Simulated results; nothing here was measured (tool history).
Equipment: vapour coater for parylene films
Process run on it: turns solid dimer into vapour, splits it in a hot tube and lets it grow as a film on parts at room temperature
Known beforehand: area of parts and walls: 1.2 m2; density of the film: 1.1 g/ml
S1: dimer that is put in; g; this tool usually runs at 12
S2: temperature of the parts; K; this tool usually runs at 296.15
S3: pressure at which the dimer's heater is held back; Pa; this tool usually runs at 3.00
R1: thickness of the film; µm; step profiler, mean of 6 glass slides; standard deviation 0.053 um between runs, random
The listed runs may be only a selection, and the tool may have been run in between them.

run,hour,S1,S2,S3,R1
1,0.0,12,296.15,3.00,5.76
2,35.2,12,296.15,3.00,5.81
3,54.8,12,296.15,3.00,5.76
4,86.3,12,289.15,3.00,6.46
5,113.4,12,296.15,6.63,4.91
6,150.0,12,296.15,6.63,4.91
7,179.7,12,296.15,6.63,4.88
8,215.4,12,296.15,6.63,4.84
9,256.3,12,296.15,6.63,4.88
10,279.7,12,296.15,3.00,5.56
11,309.7,7,296.15,3.00,3.29
12,337.5,7,296.15,3.00,3.28
13,355.8,7,289.15,4.68,3.42
14,394.7,15,289.15,5.20,6.99
15,415.3,15,289.15,5.20,6.97
16,438.7,15,289.15,5.20,7.01
17,466.5,8,303.15,9.74,2.54
18,494.6,12,295.15,3.00,5.73
19,530.3,12,295.15,3.00,5.67
20,556.8,12,290.15,3.00,6.16
21,574.0,13,296.15,3.00,5.95
22,603.3,20,295.15,4.56,8.66
23,624.5,12,299.15,4.92,4.77
24,642.7,8,302.15,7.16,2.80

Hidden state or all else? Some run-to-run changes of R1, split into what the settings, what came in and random variation would give without the hidden state, and what is left for the hidden state (with any gauge scatter that isn't in both results):
Hidden conditions of the tool in this case: vapour lost through the trap's worn valve, %; true temperature of the parts over the reading, C; drift of the gauge itself on film_um, %.
Run 16 -> 17: S1 15 -> 8, S2 289.15 -> 303.15, S3 5.20 -> 9.74. R1 -4.47 µm: hidden state +0.42, all else -4.89.
Run 22 -> 23: S1 20 -> 12, S2 295.15 -> 299.15, S3 4.56 -> 4.92. R1 -3.89 µm: hidden state +0.44, all else -4.33.
